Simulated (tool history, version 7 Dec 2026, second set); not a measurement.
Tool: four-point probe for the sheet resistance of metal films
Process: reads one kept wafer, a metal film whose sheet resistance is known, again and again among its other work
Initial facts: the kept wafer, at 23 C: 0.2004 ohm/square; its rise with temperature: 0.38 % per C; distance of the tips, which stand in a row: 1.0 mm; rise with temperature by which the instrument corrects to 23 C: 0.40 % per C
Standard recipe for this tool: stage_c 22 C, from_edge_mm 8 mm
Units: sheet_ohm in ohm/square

| run | hour | stage_c | from_edge_mm | sheet_ohm |
|---|---|---|---|---|
| 1 | 0 | 22 | 8 | 0.200853 |
| 2 | 21.7 | 22 | 8 | 0.200883 |
| 3 | 44.9 | 22 | 8 | 0.200816 |
| 4 | 62.7 | 19 | 8 | 0.20099 |
| 5 | 81.5 | 19 | 8 | 0.200945 |
| 6 | 92.4 | 27 | 8 | 0.200471 |
| 7 | 111.3 | 27 | 8 | 0.2005 |
| 8 | 130.5 | 27 | 8 | 0.200483 |
| 9 | 148.1 | 22 | 6 | 0.201978 |
| 10 | 166.6 | 22 | 6 | 0.201968 |
| 11 | 185.7 | 22 | 6 | 0.201931 |
| 12 | 201.6 | 22 | 6 | 0.201924 |
| 13 | 212.5 | 22 | 8 | 0.200607 |
| 14 | 226.7 | 31 | 8 | 0.20021 |
| 15 | 241 | 24 | 8 | 0.200573 |
| 16 | 252.8 | 24 | 8 | 0.200525 |
| 17 | 273.8 | 24 | 8 | 0.200541 |
| 18 | 291.7 | 24 | 8 | 0.200484 |
| 19 | 307.2 | 22 | 52 | 0.198992 |
| 20 | 328.2 | 22 | 52 | 0.199002 |
| 21 | 340.5 | 22 | 52 | 0.198838 |
| 22 | 359.7 | 22 | 52 | 0.198845 |
| 23 | 384.5 | 28 | 24 | 0.198699 |
| 24 | 397.3 | 22 | 8 | 0.200442 |
| 25 | 414.6 | 33 | 8 | 0.199952 |
| 26 | 439.3 | 18 | 8 | 0.200615 |
| 27 | 458.1 | 18 | 8 | 0.200583 |
| 28 | 475.7 | 19 | 50 | 0.198982 |
| 29 | 488.9 | 19 | 50 | 0.19892 |
| 30 | 511.8 | 30 | 22 | 0.198546 |
| 31 | 527.3 | 19 | 27 | 0.198975 |
| 32 | 542.2 | 19 | 20 | 0.199055 |
| 33 | 562.4 | 28 | 9 | 0.19968 |
| 34 | 572.6 | 26 | 33 | 0.198582 |
| 35 | 584.4 | 21 | 62 | 0.198717 |
| 36 | 609 | 26 | 12 | 0.199223 |
| 37 | 624.4 | 26 | 35 | 0.198551 |

Run 38, settings as shown, results not yet in. Your forecast:
| 38 | 638 | 18 | 14 | ? |

sheet_ohm: 0.199358 ohm/square
Had the tool carried no hidden state, the very same run would have given sheet_ohm 0.201236 ohm/square.
